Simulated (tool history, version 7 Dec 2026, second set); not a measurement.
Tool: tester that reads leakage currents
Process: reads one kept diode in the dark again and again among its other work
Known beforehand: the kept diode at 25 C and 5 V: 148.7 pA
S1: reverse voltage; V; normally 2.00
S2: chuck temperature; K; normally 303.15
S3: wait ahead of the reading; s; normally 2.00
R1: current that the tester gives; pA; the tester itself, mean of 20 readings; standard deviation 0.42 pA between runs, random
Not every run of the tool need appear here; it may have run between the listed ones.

Run 1, hour 0.0: usual settings. Result: R1 132.37 pA.
Run 2, hour 188.7: usual settings. Result: R1 128.30 pA.
Run 3, hour 380.8: usual settings but S3 0.61 s. Result: R1 142.00 pA.
Run 4, hour 524.6: usual settings but S1 3.27 V. Result: R1 175.33 pA.
Run 5, hour 694.2: usual settings but S1 3.27 V. Result: R1 172.34 pA.
Run 6, hour 821.6: usual settings. Result: R1 132.69 pA.
Run 7, hour 923.0: usual settings. Result: R1 130.73 pA.
Run 8, hour 1090.0: usual settings. Result: R1 128.07 pA.
Run 9, hour 1205.4: usual settings but S3 1.81 s. Result: R1 125.69 pA.
Run 10, hour 1364.7: usual settings but S3 1.81 s. Result: R1 137.08 pA.
Run 11, hour 1472.5: usual settings but S3 1.81 s. Result: R1 134.90 pA.
Run 12, hour 1626.7: usual settings but S3 1.81 s. Result: R1 132.01 pA.
Run 13, hour 1807.8: usual settings. Result: R1 128.96 pA.
Run 14, hour 1994.2: usual settings but S2 318.15 K. Result: R1 373.79 pA.
Run 15, hour 2096.1: usual settings but S1 11.17 V. Result: R1 287.75 pA.
Run 16, hour 2255.5: usual settings but S1 11.17 V. Result: R1 321.43 pA.
Run 17, hour 2447.6: usual settings but S1 11.17 V. Result: R1 312.90 pA.
Run 18, hour 2600.3: usual settings but S1 1.44 V. Result: R1 113.09 pA.
Run 19, hour 2747.3: usual settings but S1 1.44 V. Result: R1 110.80 pA.
Run 20, hour 2911.9: usual settings but S1 11.01 V, S2 310.15 K, S3 1.67 s. Result: R1 490.36 pA.
Run 21, hour 3020.0: usual settings but S1 11.01 V, S2 310.15 K, S3 1.67 s. Result: R1 531.83 pA.
Run 22, hour 3206.1: usual settings but S1 3.04 V, S2 304.15 K, S3 2.74 s. Result: R1 177.97 pA.
Run 23, hour 3329.2: usual settings but S1 1.49 V. Result: R1 114.85 pA.
Run 24, hour 3419.9: usual settings but S1 1.49 V. Result: R1 113.18 pA.
Run 25, hour 3574.2: usual settings but S1 1.49 V. Result: R1 111.38 pA.
Run 26, hour 3675.7: usual settings but S1 1.49 V. Result: R1 109.58 pA.
Run 27, hour 3843.3: usual settings but S1 4.89 V, S2 329.15 K, S3 4.02 s. Result: R1 1175.25 pA.
Run 28, hour 4027.4: usual settings but S1 15.69 V, S2 297.15 K, S3 5.39 s. Result: R1 238.09 pA.
Run 29, hour 4207.4: usual settings but S1 2.30 V. Result: R1 144.58 pA.
Run 30, hour 4398.2: usual settings but S1 2.30 V. Result: R1 141.33 pA.
Run 31, hour 4545.4: usual settings but S1 2.87 V, S2 322.15 K, S3 1.84 s. Result: R1 594.04 pA.
Run 32, hour 4657.1: usual settings but S1 2.87 V, S2 322.15 K, S3 1.84 s. Result: R1 587.66 pA.
Run 33, hour 4764.2: usual settings but S1 4.03 V, S2 321.15 K, S3 1.84 s. Result: R1 641.88 pA.
Run 34, hour 4914.8: usual settings but S1 4.03 V, S2 296.15 K, S3 0.64 s. Result: R1 113.37 pA.
Run 35, hour 4997.3: usual settings but S2 322.15 K, S3 0.47 s. Result: R1 522.02 pA.
Run 36, hour 5161.3: usual settings but S1 9.49 V, S3 0.53 s. Result: R1 285.37 pA.
Run 37, hour 5328.4: usual settings but S1 9.49 V, S3 0.53 s. Result: R1 280.11 pA.
Run 38, hour 5426.0: usual settings but S1 16.98 V, S2 314.15 K, S3 3.11 s. Result: R1 812.31 pA.

Not shown here: 7 entries made in the log between runs. Locate each between two listed runs and compare the hidden state at the listed run before it with the hidden state at the listed run after it:
Run 2 -> run 3: chuck's temperature calibrated (hour 380.8)
  stray current of the dirty probe card, pA a volt: 0.223 -> 0.233; current scale over the true one, %: -0.07 -> -0.1; true chuck temperature over the reading, C: -1.12 -> 0.04
  measured value less the no-hidden-state value, R1: -11.03 -> +0.74 pA
Run 8 -> run 9: probe card cleaned and baked (hour 1170.1)
  stray current of the dirty probe card, pA a volt: 0.27 -> 0.023; current scale over the true one, %: -0.23 -> -0.25; true chuck temperature over the reading, C: -1.21 -> -1.41
  measured value less the no-hidden-state value, R1: -12.03 -> -14.48 pA
Run 9 -> run 10: chuck's temperature calibrated (hour 1259.2)
  stray current of the dirty probe card, pA a volt: 0.023 -> 0.031; current scale over the true one, %: -0.25 -> -0.28; true chuck temperature over the reading, C: -1.41 -> -0.23
  measured value less the no-hidden-state value, R1: -14.48 -> -2.79 pA
Run 15 -> run 16: chuck's temperature calibrated (hour 2137.9)
  stray current of the dirty probe card, pA a volt: 0.067 -> 0.076; current scale over the true one, %: -0.41 -> -0.44; true chuck temperature over the reading, C: -1.54 -> -0.06
  measured value less the no-hidden-state value, R1: -36.14 -> -2.36 pA
Run 20 -> run 21: chuck's temperature calibrated (hour 3018.5)
  stray current of the dirty probe card, pA a volt: 0.11 -> 0.115; current scale over the true one, %: -0.55 -> -0.57; true chuck temperature over the reading, C: -1.23 -> -0.11
  measured value less the no-hidden-state value, R1: -47.60 -> -6.28 pA
Run 27 -> run 28: chuck's temperature calibrated (hour 3893.1)
  stray current of the dirty probe card, pA a volt: 0.158 -> 0.168; current scale over the true one, %: -0.71 -> -0.74; true chuck temperature over the reading, C: -1.62 -> -0.1
  measured value less the no-hidden-state value, R1: -137.60 -> -1.36 pA
Run 33 -> run 34: chuck's temperature calibrated (hour 4784.5)
  stray current of the dirty probe card, pA a volt: 0.206 -> 0.214; current scale over the true one, %: -0.88 -> -0.9; true chuck temperature over the reading, C: -1.38 -> -0.24
  measured value less the no-hidden-state value, R1: -68.27 -> -2.41 pA
